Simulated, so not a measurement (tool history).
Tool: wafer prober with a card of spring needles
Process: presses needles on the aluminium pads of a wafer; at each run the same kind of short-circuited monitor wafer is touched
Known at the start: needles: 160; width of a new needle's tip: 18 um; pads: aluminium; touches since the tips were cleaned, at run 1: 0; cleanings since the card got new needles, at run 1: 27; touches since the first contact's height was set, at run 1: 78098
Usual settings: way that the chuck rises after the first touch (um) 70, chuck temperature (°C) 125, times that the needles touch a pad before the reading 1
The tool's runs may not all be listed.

| run | hour | way that the chuck rises after the first touch (um) | chuck temperature (°C) | times that the needles touch a pad before the reading | touches since the tips were cleaned | cleanings since the card got new needles | touches since the first contact's height was set | resistance of one needle with its contact and lead (mohm) | way that a needle slides on the pad (um) |
|---|---|---|---|---|---|---|---|---|---|
| 1 | 0 | 70 | 125 | 1 | 0 | 27 | 78098 | 132 | 8.95 |
| 2 | 4.4 | 70 | 125 | 1 | 2202 | 27 | 80300 | 151 | 8.938 |
|  | 13.1 | tips cleaned on abrasive film |
| 3 | 14.5 | 70 | 125 | 1 | 726 | 28 | 85302 | 141 | 8.946 |
| 4 | 22.8 | 70 | 125 | 1 | 4858 | 28 | 89434 | 159 | 8.933 |
|  | 26.5 | tips cleaned on abrasive film |
| 5 | 27.9 | 70 | 125 | 1 | 673 | 29 | 91935 | 139 | 8.927 |
| 6 | 36 | 70 | 125 | 1 | 4747 | 29 | 96009 | 158 | 8.914 |
|  | 39.6 | tips cleaned on abrasive film |
| 7 | 45.3 | 70 | 125 | 1 | 2845 | 30 | 100608 | 156 | 8.886 |
| 8 | 50.2 | 70 | 125 | 1 | 5314 | 30 | 103077 | 160 | 8.902 |
|  | 52.8 | tips cleaned on abrasive film |
| 9 | 58.8 | 70 | 107 | 1 | 3034 | 31 | 107322 | 151 | 8.895 |
|  | 66.1 | tips cleaned on abrasive film |
| 10 | 69.2 | 70 | 125 | 1 | 1581 | 32 | 112486 | 149 | 8.891 |
|  | 78.9 | height of the first contact set anew |
|  | 79.8 | tips cleaned on abrasive film |
| 11 | 79.9 | 70 | 125 | 1 | 22 | 33 | 442 | 134 | 9.034 |
| 12 | 87.5 | 70 | 125 | 1 | 3845 | 33 | 4265 | 155 | 9.039 |
|  | 93 | tips cleaned on abrasive film |
| 13 | 96.7 | 70 | 85 | 1 | 1845 | 34 | 8785 | 143 | 9.028 |
|  | 106.3 | tips cleaned on abrasive film |
| 14 | 107 | 70 | 41 | 1 | 312 | 35 | 13887 | 129 | 9.031 |
| 15 | 116.8 | 70 | 41 | 1 | 5244 | 35 | 18819 | 151 | 9.018 |
|  | 119.4 | tips cleaned on abrasive film |
| 16 | 122.6 | 70 | 41 | 1 | 1576 | 36 | 21651 | 137 | 9.02 |
| 17 | 131 | 82 | 41 | 1 | 5767 | 36 | 25842 | 142 | 10.56 |
|  | 132.3 | tips cleaned on abrasive film |
| 18 | 141.5 | 82 | 41 | 1 | 4621 | 37 | 31071 | 138 | 10.548 |
|  | 145 | tips cleaned on abrasive film |
| 19 | 147.2 | 58 | 125 | 3 | 1086 | 38 | 33857 | 139 | 7.435 |
| 20 | 156.7 | 58 | 125 | 3 | 5825 | 38 | 38596 | 154 | 7.416 |
|  | 157.7 | tips cleaned on abrasive film |
| 21 | 163.4 | 54 | 46 | 2 | 2821 | 39 | 41907 | 151 | 6.892 |
|  | 170.8 | tips cleaned on abrasive film |
| 22 | 172.3 | 70 | 92 | 1 | 758 | 40 | 46332 | 139 | 8.972 |
| 23 | 181.3 | 70 | 125 | 3 | 5245 | 40 | 50819 | 138 | 8.959 |
|  | 184.1 | tips cleaned on abrasive film |
| 24 | 188.6 | 70 | 125 | 1 | 2252 | 41 | 54419 | 156 | 8.945 |
|  | 197.3 | tips cleaned on abrasive film |
| 25 | 198.8 | 70 | 125 | 1 | 755 | 42 | 59466 | 140 | 8.928 |
| 26 | 205.2 | 70 | 125 | 1 | 3963 | 42 | 62674 | 159 | 8.938 |
|  | 210 | tips cleaned on abrasive film |
| 27 | 210.9 | 82 | 117 | 1 | 457 | 43 | 65476 | 133 | 10.487 |
| 28 | 219.7 | 77 | 26 | 2 | 4864 | 43 | 69883 | 135 | 9.828 |
|  | 223 | tips cleaned on abrasive film |
| 29 | 226.1 | 71 | 55 | 1 | 1589 | 44 | 73048 | 139 | 9.038 |
| 30 | 232.7 | 75 | 89 | 2 | 4893 | 44 | 76352 | 142 | 9.567 |
|  | 236.5 | tips cleaned on abrasive film |
| 31 | 242.3 | 65 | 93 | 2 | 2897 | 45 | 81079 | 147 | 8.278 |
| 32 | 248.3 | 65 | 85 | 2 | 5890 | 45 | 84072 | 146 | 8.271 |
|  | 249.4 | tips cleaned on abrasive film |
| 33 | 258.9 | 74 | 49 | 3 | 4777 | 46 | 89348 | 129 | 9.419 |
|  | 262.6 | tips cleaned on abrasive film |
| 34 | 263.5 | 74 | 49 | 3 | 449 | 47 | 91614 | 121 | 9.42 |

Forecast each of these 3 alternatives for the next run:
| A | 272.3 | 54 | 49 | 2 | 4843 | 47 | 96008 | ? | ? |
| B | 272.3 | 52 | 49 | 2 | 4843 | 47 | 96008 | ? | ? |
| C | 272.3 | 70 | 98 | 2 | 4843 | 47 | 96008 | ? | ? |

| run | resistance of one needle with its contact and lead (mohm) | way that a needle slides on the pad (um) |
|---|---|---|
| A | 159 | 6.823 |
| B | 163 | 6.576 |
| C | 145 | 8.893 |
Without the tool's hidden state the same runs would have given:
| run | resistance of one needle with its contact and lead (mohm) | way that a needle slides on the pad (um) |
|---|---|---|
| A | 123 | 6.978 |
| B | 124 | 6.73 |
| C | 124 | 9.047 |
